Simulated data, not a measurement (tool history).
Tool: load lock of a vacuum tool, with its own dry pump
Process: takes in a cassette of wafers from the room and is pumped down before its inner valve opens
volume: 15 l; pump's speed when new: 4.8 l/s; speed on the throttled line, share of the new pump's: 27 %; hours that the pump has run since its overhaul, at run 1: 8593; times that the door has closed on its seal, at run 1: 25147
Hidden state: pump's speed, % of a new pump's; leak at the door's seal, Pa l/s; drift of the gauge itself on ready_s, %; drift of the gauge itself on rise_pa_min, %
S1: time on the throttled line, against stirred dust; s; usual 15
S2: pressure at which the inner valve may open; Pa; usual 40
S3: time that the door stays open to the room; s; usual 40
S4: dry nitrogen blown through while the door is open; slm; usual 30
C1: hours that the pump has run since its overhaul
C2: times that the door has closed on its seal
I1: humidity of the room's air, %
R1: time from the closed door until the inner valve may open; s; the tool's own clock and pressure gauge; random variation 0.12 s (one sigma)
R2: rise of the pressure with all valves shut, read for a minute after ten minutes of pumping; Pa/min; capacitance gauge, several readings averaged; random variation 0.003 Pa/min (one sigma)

run      day  S1  S2  S3  S4     C1     C2    I1    R1     R2
  1    0.000  15  40  40  30   8593  25147  44.7  37.9  0.111
  2   23.671  15  40  40  30   9161  27126  40.9  37.8  0.112
  3   42.079  15  40  40  30   9603  28665  43.4  37.9  0.116
  4   65.967  15  40  40  30  10176  30662  44.5  38.1  0.126
  5   95.771  15  40  40  30  10891  33154  44.0  38.4  0.144
  6  113.871  15  80  40  30  11326  34667  44.4  35.9  0.141
     135.783  -- dry pump taken out, an overhauled one fitted
  7  145.258  15  80  40  30    227  37270  47.4  33.3  0.156
  8  157.817  15  43  40  30    529  38321  47.5  35.4  0.172
  9  186.121  15  61  40  30   1208  40687  46.2  34.4  0.182

Run 10 comes next. What will it give?
 10  205.375  15  61  40  30  1670  42296  40.9   ?   ?

{"run 10": {"R1": 34.4, "R2": 0.184}}
Without the tool's hidden state the same run would have given R1 34.1 s, R2 0.027 Pa/min.

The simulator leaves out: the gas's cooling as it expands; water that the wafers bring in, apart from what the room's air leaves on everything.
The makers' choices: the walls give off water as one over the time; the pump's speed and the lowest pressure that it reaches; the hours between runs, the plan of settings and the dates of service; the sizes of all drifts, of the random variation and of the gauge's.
